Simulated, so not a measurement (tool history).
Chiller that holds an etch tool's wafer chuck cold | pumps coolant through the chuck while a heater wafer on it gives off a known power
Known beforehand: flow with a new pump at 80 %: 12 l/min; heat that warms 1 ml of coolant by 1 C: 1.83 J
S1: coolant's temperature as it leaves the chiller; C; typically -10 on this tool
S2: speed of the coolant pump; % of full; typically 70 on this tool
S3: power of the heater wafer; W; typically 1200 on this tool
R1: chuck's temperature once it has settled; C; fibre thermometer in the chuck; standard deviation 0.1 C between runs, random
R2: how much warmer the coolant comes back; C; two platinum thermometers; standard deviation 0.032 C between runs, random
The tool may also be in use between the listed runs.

run	day	S1	S2	S3	R1	R2
1	0	-10	70	1200	-1.3	3.79
2	4.533	-10	70	1200	-1.3	3.78
3	8.404	-10	70	1200	-1.2	3.71
4	13.083	-10	70	1200	-1.1	3.74
5	17.133	-10	70	1200	-1.3	3.79
6	19.7	-10	70	1200	-1.4	3.74
7	23.938	-10	90	1200	-2.9	2.97
8	26.4	-10	70	1200	-1.1	3.8
9	30.483	-10	73	1200	-1.5	3.64
10	34.646	-5	88	1794	5.8	4.48
11	39.008	-5	88	1794	5.7	4.54
12	41.054	-16	100	1004	-10.6	2.25
13	45.683	-16	100	1004	-10.6	2.3
14	48.483	-13	87	1341	-4.9	3.53
15	51.917	-10	70	1021	-2.8	3.25

Alternative continuations, all from the tool just after run 15; predict every row:
A	53.946	-20	70	1200	?	?
B	53.946	-6	79	1641	?	?
C	53.946	-1	67	1707	?	?

run	R1	R2
A	-11.4	3.83
B	4.9	4.59
C	12	5.65
Without the tool's hidden state the same runs would have given:
run	R1	R2
A	-11.4	3.72
B	4.8	4.47
C	12	5.53
